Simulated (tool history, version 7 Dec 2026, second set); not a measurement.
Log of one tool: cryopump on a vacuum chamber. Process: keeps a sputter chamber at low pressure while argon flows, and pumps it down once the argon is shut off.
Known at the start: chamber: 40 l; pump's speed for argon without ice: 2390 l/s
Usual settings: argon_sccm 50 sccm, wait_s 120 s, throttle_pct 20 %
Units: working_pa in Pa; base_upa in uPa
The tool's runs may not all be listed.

run    hour  argon_sccm  wait_s  throttle_pct  working_pa  base_upa
  1     0.0          50     120            20      0.1773      0.69
  2    30.5          50     120            20      0.1785      0.70
  3    62.4          50     157            20      0.1790      0.67
  4    84.9          50     120            44      0.0837      0.77
  5   113.1          50     120            20      0.1804      0.78
  6   155.1          50     120            20      0.1802      0.77
  7   207.1          50     120            20      0.1799      0.80
  8   243.9          73     120            20      0.2633      0.79
  9   265.5          50     120            20      0.1804      0.78
 10   287.8          50     120            20      0.1811      0.80
 11   319.8          50     120            20      0.1825      0.83
 12   351.1          50     120            20      0.1802      0.85
 13   403.7          50     120            20      0.1813      0.90
 14   426.8          50     208            20      0.1815      0.77
 15   452.3          50     208            20      0.1805      0.80
 16   480.6          50     191            20      0.1822      0.85
 17   511.7          50     216            20      0.1813      0.79
 18   533.1          74      70            40      0.1387      1.09
 19   557.7          81      35            58      0.1064      1.55
 20   583.2          81      35            58      0.1072      1.62
 21   608.3          81      35            58      0.1068      1.61
 22   640.1          35      22            48      0.0557      2.14
 23   683.3          35      22            48      0.0557      2.14
 24   711.7          50      27            27      0.1368      1.94
 25   734.4          76      54            38      0.1510      1.30
 26   786.4          76      54            38      0.1511      1.33
 27   838.2          93     120            24      0.2868      1.13
 28   883.1          87     120            36      0.1706      0.95
 29   928.3          87     120            36      0.1723      0.99
 30   951.3          87      58            36      0.1720      1.30
 31   980.8          87      58            36      0.1741      1.33
 32  1020.6          24      58            27      0.0631      1.37
 33  1050.9          50      77            34      0.1044      1.25
 34  1076.8          65     143            34      0.1359      1.06

Taken out of this log: 1 entry between the listed runs. Where each belongs, and how the hidden state differs across it:
Between runs 27 and 28: pump warmed up, emptied and cooled again (hour 873.1)
  pump's speed, % of a pump's without ice: 86 -> 99.7; leak into the chamber, uPa l/s: 1697 -> 1728
  measured less the result without the state, working_pa: +0.0119 -> +0.0010 Pa; base_upa: +0.72 -> +0.60 uPa
